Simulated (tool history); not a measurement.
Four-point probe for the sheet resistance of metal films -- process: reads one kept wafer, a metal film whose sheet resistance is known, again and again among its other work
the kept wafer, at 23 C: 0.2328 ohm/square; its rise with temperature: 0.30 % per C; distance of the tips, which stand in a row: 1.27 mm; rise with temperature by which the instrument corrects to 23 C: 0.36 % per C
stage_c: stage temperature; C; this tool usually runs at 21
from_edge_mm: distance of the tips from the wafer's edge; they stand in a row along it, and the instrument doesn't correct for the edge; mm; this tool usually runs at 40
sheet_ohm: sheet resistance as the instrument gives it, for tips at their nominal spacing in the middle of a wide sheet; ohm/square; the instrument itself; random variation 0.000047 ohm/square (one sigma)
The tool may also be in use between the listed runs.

run   hour  stage_c  from_edge_mm  sheet_ohm
  1      0       21            40   0.232959
  2   12.8       21            40    0.23282
  3   30.7       25            40   0.232293
  4   52.1       25            40   0.232159
  5   62.6       25            40   0.232207
  6   72.1       25            40   0.232042
  7   86.9       25            40   0.232131
  8   98.5       25            40   0.232075
  9  117.7       22            40   0.232461
 10  132.1       22            40   0.232443
 11  148.8       22            40   0.232466
 12  167.7       22            40   0.232429
 13  187.6       22            40   0.232387
 14  208.9       21            46   0.232404
 15  221.4       21            46   0.232448
 16  238.6       21            14   0.233358
 17  253.4       34            40   0.230509
 18  266.5       34            40   0.230459
 19  278.2       32            52     0.2308
 20  293.5       20            24   0.232667
 21  306.3       20            24   0.232688
 22  317.1       28            47   0.231257
 23  330.5       25            40   0.231666
 24  349.1       25            64   0.231581
 25  367.7       25            64     0.2315
 26  390.1       32            37   0.230523
 27  404.1       32            37   0.230494
 28  420.2       22            12   0.233205
 29  438.7       22            12   0.233219
 30  449.4       21            22    0.23237
 31  470.3       21            22   0.232281
 32  489.3       21            22    0.23227

Alternative continuations, all from the tool just after run 32; predict every row:
  A  509.1       28            15          ?
  B  509.1       34            46          ?
  C  509.1       21            16          ?
  D  509.1       20            62          ?

run  sheet_ohm
  A   0.231635
  B   0.229973
  C   0.232537
  D   0.231901
Stripped of hidden state, with their random variation kept, the same runs would have yielded:
run  sheet_ohm
  A   0.232935
  B   0.231262
  C   0.233845
  D   0.233206

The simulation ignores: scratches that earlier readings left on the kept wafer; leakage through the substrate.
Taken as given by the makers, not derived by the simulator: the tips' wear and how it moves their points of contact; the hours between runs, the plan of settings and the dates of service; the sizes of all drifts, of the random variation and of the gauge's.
